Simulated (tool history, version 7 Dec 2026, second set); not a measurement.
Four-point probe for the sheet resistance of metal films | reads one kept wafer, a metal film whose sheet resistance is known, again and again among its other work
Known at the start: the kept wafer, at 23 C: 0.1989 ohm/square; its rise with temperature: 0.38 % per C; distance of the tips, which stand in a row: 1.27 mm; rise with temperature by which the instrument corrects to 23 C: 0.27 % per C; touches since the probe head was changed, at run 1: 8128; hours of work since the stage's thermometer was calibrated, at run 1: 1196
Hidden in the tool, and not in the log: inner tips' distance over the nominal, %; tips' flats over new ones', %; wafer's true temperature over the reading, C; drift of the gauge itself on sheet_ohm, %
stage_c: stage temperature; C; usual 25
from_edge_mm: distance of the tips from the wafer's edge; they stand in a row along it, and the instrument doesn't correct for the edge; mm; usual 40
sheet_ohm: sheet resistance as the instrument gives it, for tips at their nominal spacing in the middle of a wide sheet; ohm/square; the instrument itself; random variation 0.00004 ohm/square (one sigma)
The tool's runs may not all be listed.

run,day,stage_c,from_edge_mm,touches since the probe head was changed,hours of work since the stage's thermometer was calibrated,sheet_ohm
1,0,25,40,8128,1196,0.199781
2,1.608,25,40,8957,1215,0.199906
3,4.596,25,40,10495,1251,0.199898
4,6.062,25,40,11252,1268,0.199872
5,7.433,26,40,11958,1284,0.200095
6,10.175,19,40,13370,1317,0.198647
7,13.342,25,9,15002,1354,0.201978
8,16.492,25,9,16625,1392,0.202042
9,18.296,25,9,17554,1413,0.202053
10,21.104,25,9,19001,1446,0.202074
11,23.504,25,9,20237,1475,0.202046
12,25.083,25,9,21051,1494,0.20209
13,27.454,25,9,22273,1522,0.202164
14,29.171,25,9,23159,1542,0.20209
15,32.146,28,9,24690,1577,0.202794
16,34.838,23,40,26077,1609,0.199725
17,36.633,23,40,27003,1631,0.199837
18,39.646,23,52,28554,1666,0.199791
19,42.471,23,52,30010,1700,0.199742
20,43.996,25,40,30796,1718,0.200246
21,46.379,25,40,32023,1746,0.200296
22,49.567,25,40,33665,1784,0.200358
23,51.9,31,40,34868,1812,0.201681
24,54.671,25,28,36295,1845,0.20052
25,56.504,25,28,37242,1867,0.2005
26,58.888,25,28,38469,1895,0.200481
27,61.792,25,28,39966,1929,0.200637
28,64.283,33,40,41248,1959,0.202075
29,66.804,26,22,42547,1989,0.200974
30,69.296,31,24,43832,2018,0.20203
31,70.725,26,34,44567,2035,0.200809
32,72.867,19,40,45670,2061,0.199321
33,75.346,34,11,46948,2090,0.20374
34,78.45,32,14,48549,2127,0.20277
35,80.45,32,37,49579,2151,0.202117

The next listed run, before its measurement:
36,83.592,32,37,51197,2188,?

{"run 36": {"sheet_ohm": 0.202113}}
Without the tool's hidden state the same run would have given sheet_ohm 0.200879 ohm/square.
